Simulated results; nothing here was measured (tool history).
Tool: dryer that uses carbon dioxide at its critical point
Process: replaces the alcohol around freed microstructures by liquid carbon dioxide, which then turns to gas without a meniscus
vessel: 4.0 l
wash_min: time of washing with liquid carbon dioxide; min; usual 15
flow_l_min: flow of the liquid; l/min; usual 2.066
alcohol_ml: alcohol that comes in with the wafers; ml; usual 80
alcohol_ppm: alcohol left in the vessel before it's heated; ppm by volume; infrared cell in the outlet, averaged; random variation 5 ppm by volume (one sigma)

Run 1, hour 0: usual settings. Result: alcohol_ppm 54 ppm by volume.
Run 2, hour 20.4: usual settings. Result: alcohol_ppm 50 ppm by volume.
Run 3, hour 38.5: usual settings. Result: alcohol_ppm 47 ppm by volume.
Run 4, hour 52.6: usual settings but flow_l_min 2.31 l/min. Result: alcohol_ppm 31 ppm by volume.
Run 5, hour 67.1: usual settings but wash_min 12 min. Result: alcohol_ppm 165 ppm by volume.
Run 6, hour 80.8: usual settings but wash_min 12 min, alcohol_ml 74 ml. Result: alcohol_ppm 163 ppm by volume.
Run 7, hour 106.9: usual settings. Result: alcohol_ppm 67 ppm by volume.
Run 8, hour 119.2: usual settings but alcohol_ml 58 ml. Result: alcohol_ppm 53 ppm by volume.
Run 9, hour 141.4: usual settings but alcohol_ml 58 ml. Result: alcohol_ppm 64 ppm by volume.
Run 10, hour 160.4: usual settings but alcohol_ml 58 ml. Result: alcohol_ppm 66 ppm by volume.
Run 11, hour 188.1: usual settings but alcohol_ml 58 ml. Result: alcohol_ppm 56 ppm by volume.
Run 12, hour 202.3: usual settings but flow_l_min 2.57 l/min. Result: alcohol_ppm 28 ppm by volume.
Run 13, hour 227.5: usual settings but flow_l_min 1.81 l/min, alcohol_ml 79 ml. Result: alcohol_ppm 151 ppm by volume.
Run 14, hour 244: usual settings but flow_l_min 1.36 l/min, alcohol_ml 94 ml. Result: alcohol_ppm 565 ppm by volume.
Run 15, hour 270.2: usual settings but wash_min 14 min, flow_l_min 1.45 l/min, alcohol_ml 42 ml. Result: alcohol_ppm 285 ppm by volume.
Run 16, hour 282.8: usual settings but wash_min 20 min, flow_l_min 1.25 l/min, alcohol_ml 24 ml. Result: alcohol_ppm 77 ppm by volume.
Run 17, hour 305.7: usual settings but wash_min 20 min, flow_l_min 1.25 l/min, alcohol_ml 48 ml. Result: alcohol_ppm 161 ppm by volume.
Run 18, hour 330.3: usual settings but wash_min 20 min, flow_l_min 1.25 l/min, alcohol_ml 48 ml. Result: alcohol_ppm 177 ppm by volume.
Run 19, hour 359.2: usual settings but flow_l_min 2.96 l/min, alcohol_ml 25 ml. Result: alcohol_ppm 40 ppm by volume.
Run 20, hour 380: usual settings but wash_min 17 min, alcohol_ml 79 ml. Result: alcohol_ppm 81 ppm by volume.
Run 21, hour 407.2: usual settings but wash_min 12 min, flow_l_min 1.42 l/min, alcohol_ml 74 ml. Result: alcohol_ppm 924 ppm by volume.
Run 22, hour 424.4: usual settings but flow_l_min 2.01 l/min, alcohol_ml 43 ml. Result: alcohol_ppm 86 ppm by volume.
At hour 429: inlet filter changed.
Run 23, hour 447.8: usual settings but flow_l_min 2.01 l/min, alcohol_ml 43 ml. Result: alcohol_ppm 67 ppm by volume.

Measured less the same run without the tool's hidden state. The same run-to-run variation is in both; the gauge's scatter may not be:
The hidden state here: flow that reaches the vessel past the clogged filter, %; alcohol in the recycled carbon dioxide, ppm; drift of the gauge itself on alcohol_ppm, %.
run  alcohol_ppm
  1          +22
  2          +26
  3          +27
  4          +19
  5          +73
  6          +74
  7          +38
  8          +32
  9          +36
 10          +37
 11          +44
 12          +28
 13          +88
 14         +267
 15         +145
 16          +62
 17         +101
 18         +108
 19          +35
 20          +59
 21         +453
 22          +70
 23          +42
